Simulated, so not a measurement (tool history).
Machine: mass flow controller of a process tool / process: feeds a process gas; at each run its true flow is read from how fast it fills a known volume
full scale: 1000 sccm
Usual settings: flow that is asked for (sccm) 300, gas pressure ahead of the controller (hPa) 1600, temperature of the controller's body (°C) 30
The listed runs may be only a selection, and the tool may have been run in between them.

run,hour,flow that is asked for (sccm),gas pressure ahead of the controller (hPa),temperature of the controller's body (°C),true flow (%)
1,0,300,1600,30,99.12
2,354.4,300,1900,30,99.09
3,746.9,300,1900,30,98.95
4,1013.9,300,1900,27,99.31
# hour 1295.9: controller's zero set anew
5,1494.3,300,1600,30,99.06
6,1789.5,300,1600,30,98.83
7,2176.3,300,2550,30,98.74
8,2599.1,300,1790,30,98.81
9,2987.4,300,1790,30,98.77
10,3459.4,300,1790,30,98.73
11,3718.8,300,1790,30,98.48
12,4169.9,300,1790,30,98.48
13,4502.7,300,1790,30,98.58
14,4881.9,300,2410,30,98.45
15,5296.2,300,1600,22,99.27
16,5612.6,300,1410,22,99.14
17,5921.5,300,1600,24,99.01
18,6222.3,141,1600,24,98.78
19,6529.6,141,1600,24,98.75
# hour 6679.7: controller exchanged for a calibrated one
20,6992.6,300,1600,30,98.22
21,7461.8,300,1600,30,98.12
22,7859.5,300,1600,30,98.17
23,8108.5,300,1600,37,97.51
24,8560.8,300,1600,30,98.19
25,8954.5,300,1600,30,98.07
26,9312.2,300,2590,33,97.62
27,9703.7,300,1570,32,97.87

What does the tool deliver on the next run?
28,10189.6,300,2470,30,?

true flow (%): 97.65
On a tool with no hidden condition, and with the same random variation, this run would have come out at true flow (%) 98.91.

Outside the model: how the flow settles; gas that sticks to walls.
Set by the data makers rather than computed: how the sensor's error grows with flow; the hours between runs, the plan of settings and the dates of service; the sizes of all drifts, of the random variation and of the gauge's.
